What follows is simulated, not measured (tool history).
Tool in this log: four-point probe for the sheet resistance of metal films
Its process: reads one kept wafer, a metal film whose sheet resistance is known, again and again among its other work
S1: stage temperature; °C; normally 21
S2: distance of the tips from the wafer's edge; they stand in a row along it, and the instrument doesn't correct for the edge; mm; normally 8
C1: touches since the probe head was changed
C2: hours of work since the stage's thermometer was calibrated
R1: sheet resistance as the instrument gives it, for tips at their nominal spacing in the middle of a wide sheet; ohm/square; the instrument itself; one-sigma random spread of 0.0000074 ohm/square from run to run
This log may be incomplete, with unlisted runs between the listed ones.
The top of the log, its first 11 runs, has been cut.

Run 12, hour 557.3: usual settings; C1 5566; C2 397. Result: R1 0.03678 ohm/square.
Run 13, hour 611: usual settings; C1 7660; C2 425. Result: R1 0.036798 ohm/square.
Run 14, hour 668: usual settings; C1 9883; C2 454. Result: R1 0.036822 ohm/square.
Run 15, hour 709.7: usual settings but S1 26 °C; C1 11508; C2 476. Result: R1 0.036667 ohm/square.
Run 16, hour 742.6: usual settings but S1 27 °C; C1 12788; C2 493. Result: R1 0.036647 ohm/square.
Run 17, hour 774.1: usual settings but S1 27 °C, S2 7 mm; C1 14019; C2 509. Result: R1 0.036683 ohm/square.
Run 18, hour 847.2: usual settings but S1 27 °C, S2 12 mm; C1 16867; C2 547. Result: R1 0.036624 ohm/square.
At hour 851.5: stage's thermometer calibrated.
Run 19, hour 909.3: usual settings but S1 25 °C, S2 10 mm; C1 19270; C2 30. Result: R1 0.036734 ohm/square.
Run 20, hour 961.3: usual settings but S1 23 °C, S2 25 mm; C1 21294; C2 57. Result: R1 0.036777 ohm/square.
Run 21, hour 1027.8: usual settings but S1 19 °C, S2 5 mm; C1 23887; C2 91. Result: R1 0.037138 ohm/square.
Run 22, hour 1058.8: usual settings but S1 19 °C, S2 4 mm; C1 25095; C2 107. Result: R1 0.037254 ohm/square.
At hour 1090.3: stage's thermometer calibrated, once more.
Run 23, hour 1125.2: usual settings but S1 28 °C, S2 17 mm; C1 27662; C2 18. Result: R1 0.036681 ohm/square.
Run 24, hour 1162.3: usual settings but S1 32 °C, S2 34 mm; C1 29111; C2 37. Result: R1 0.03655 ohm/square.
Run 25, hour 1217.2: usual settings but S1 29 °C; C1 31250; C2 65. Result: R1 0.03673 ohm/square.
Run 26, hour 1285.3: usual settings but S1 34 °C, S2 70 mm; C1 33904; C2 100. Result: R1 0.036493 ohm/square.
Run 27, hour 1327.8: usual settings but S1 23 °C, S2 9 mm; C1 35560; C2 122. Result: R1 0.036954 ohm/square.
Run 28, hour 1359: usual settings but S1 23 °C, S2 9 mm; C1 36776; C2 138. Result: R1 0.036966 ohm/square.
Run 29, hour 1421.7: usual settings but S1 23 °C, S2 9 mm; C1 39220; C2 171. Result: R1 0.036989 ohm/square.
Run 30, hour 1476.9: usual settings but S1 23 °C, S2 9 mm; C1 41371; C2 199. Result: R1 0.037001 ohm/square.
Run 31, hour 1526.1: usual settings but S1 33 °C, S2 33 mm; C1 43292; C2 224. Result: R1 0.036627 ohm/square.
Run 32, hour 1570.4: usual settings but S1 30 °C, S2 7 mm; C1 45018; C2 247. Result: R1 0.03683 ohm/square.
Run 33, hour 1613.4: usual settings but S1 30 °C, S2 7 mm; C1 46693; C2 269. Result: R1 0.036855 ohm/square.

Consider 5 possible next runs. They are alternatives, not a sequence: every one starts from the tool as it was left by run 33. What does each give?
Run A, hour 1644.3: usual settings but S1 30 °C, S2 7 mm; C1 47897; C2 285. Result: R1 ?.
Run B, hour 1644.3: usual settings but S1 34 °C, S2 7 mm; C1 47897; C2 285. Result: R1 ?.
Run C, hour 1644.3: usual settings but S1 26 °C, S2 7 mm; C1 47897; C2 285. Result: R1 ?.
Run D, hour 1644.3: usual settings but S1 22 °C, S2 66 mm; C1 47897; C2 285. Result: R1 ?.
Run E, hour 1644.3: usual settings but S1 20 °C, S2 53 mm; C1 47897; C2 285. Result: R1 ?.

run        R1
  A  0.036869
  B  0.036713
  C  0.036996
  D  0.037028
  E  0.037104
Without the tool's hidden state the same runs would have given:
run        R1
  A  0.036571
  B  0.036417
  C  0.036697
  D   0.03673
  E  0.036805

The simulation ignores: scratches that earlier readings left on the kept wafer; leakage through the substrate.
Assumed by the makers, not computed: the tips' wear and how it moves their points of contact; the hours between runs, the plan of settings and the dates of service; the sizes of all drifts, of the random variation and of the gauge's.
